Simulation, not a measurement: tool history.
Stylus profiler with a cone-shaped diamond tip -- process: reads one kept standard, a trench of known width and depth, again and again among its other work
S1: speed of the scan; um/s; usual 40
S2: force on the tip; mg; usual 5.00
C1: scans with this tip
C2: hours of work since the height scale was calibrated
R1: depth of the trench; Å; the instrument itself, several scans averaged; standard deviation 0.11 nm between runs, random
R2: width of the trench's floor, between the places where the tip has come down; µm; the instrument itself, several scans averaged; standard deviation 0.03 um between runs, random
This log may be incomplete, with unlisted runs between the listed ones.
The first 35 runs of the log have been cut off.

Run 36, day 49.142: usual settings but S1 26 um/s, S2 4.16 mg; C1 450; C2 82. Result: R1 2027.2 Å, R2 17.03 µm.
Run 37, day 51.217: usual settings but S1 38 um/s, S2 2.21 mg; C1 621; C2 113. Result: R1 2017.6 Å, R2 16.89 µm.
Run 38, day 52.275: usual settings but S1 38 um/s, S2 2.21 mg; C1 709; C2 129. Result: R1 2019.5 Å, R2 16.88 µm.
Run 39, day 53.808: usual settings but S1 10 um/s, S2 5.06 mg; C1 835; C2 152. Result: R1 2032.5 Å, R2 16.99 µm.
Run 40, day 55.462: usual settings but S1 10 um/s, S2 5.06 mg; C1 972; C2 177. Result: R1 2030.7 Å, R2 17.03 µm.
Run 41, day 56.962: usual settings but S1 36 um/s, S2 2.85 mg; C1 1095; C2 199. Result: R1 2024.4 Å, R2 16.86 µm.
Run 42, day 58.908: usual settings but S1 15 um/s, S2 10.31 mg; C1 1256; C2 229. Result: R1 2050.0 Å, R2 17.00 µm.
Run 43, day 59.804: usual settings but S1 90 um/s, S2 9.11 mg; C1 1330; C2 242. Result: R1 2045.6 Å, R2 16.73 µm.
Run 44, day 60.721: usual settings but S1 84 um/s, S2 7.04 mg; C1 1406; C2 256. Result: R1 2041.5 Å, R2 16.71 µm.
Run 45, day 62.342: usual settings but S1 84 um/s, S2 7.04 mg; C1 1539; C2 280. Result: R1 2040.1 Å, R2 16.66 µm.
Run 46, day 63.333: usual settings but S1 84 um/s, S2 7.04 mg; C1 1621; C2 295. Result: R1 2040.9 Å, R2 16.69 µm.

Branching from run 46: 5 alternative next runs. What would each branch give?
Run A, day 64.833: usual settings but S1 10 um/s, S2 12.89 mg; C1 1745; C2 318. Result: R1 ?, R2 ?.
Run B, day 64.833: usual settings but S1 64 um/s, S2 1.80 mg; C1 1745; C2 318. Result: R1 ?, R2 ?.
Run C, day 64.833: usual settings but S1 65 um/s, S2 5.11 mg; C1 1745; C2 318. Result: R1 ?, R2 ?.
Run D, day 64.833: usual settings but S1 15 um/s, S2 1.92 mg; C1 1745; C2 318. Result: R1 ?, R2 ?.
Run E, day 64.833: usual settings but S1 11 um/s, S2 2.08 mg; C1 1745; C2 318. Result: R1 ?, R2 ?.

run      R1     R2
  A  2060.1  16.90
  B  2018.8  16.53
  C  2035.3  16.69
  D  2019.7  16.81
  E  2018.8  16.84
What these runs would have given with no unlogged condition in the tool:
run      R1     R2
  A  2057.8  17.20
  B  2016.6  16.83
  C  2033.1  16.99
  D  2017.5  17.11
  E  2016.6  17.14
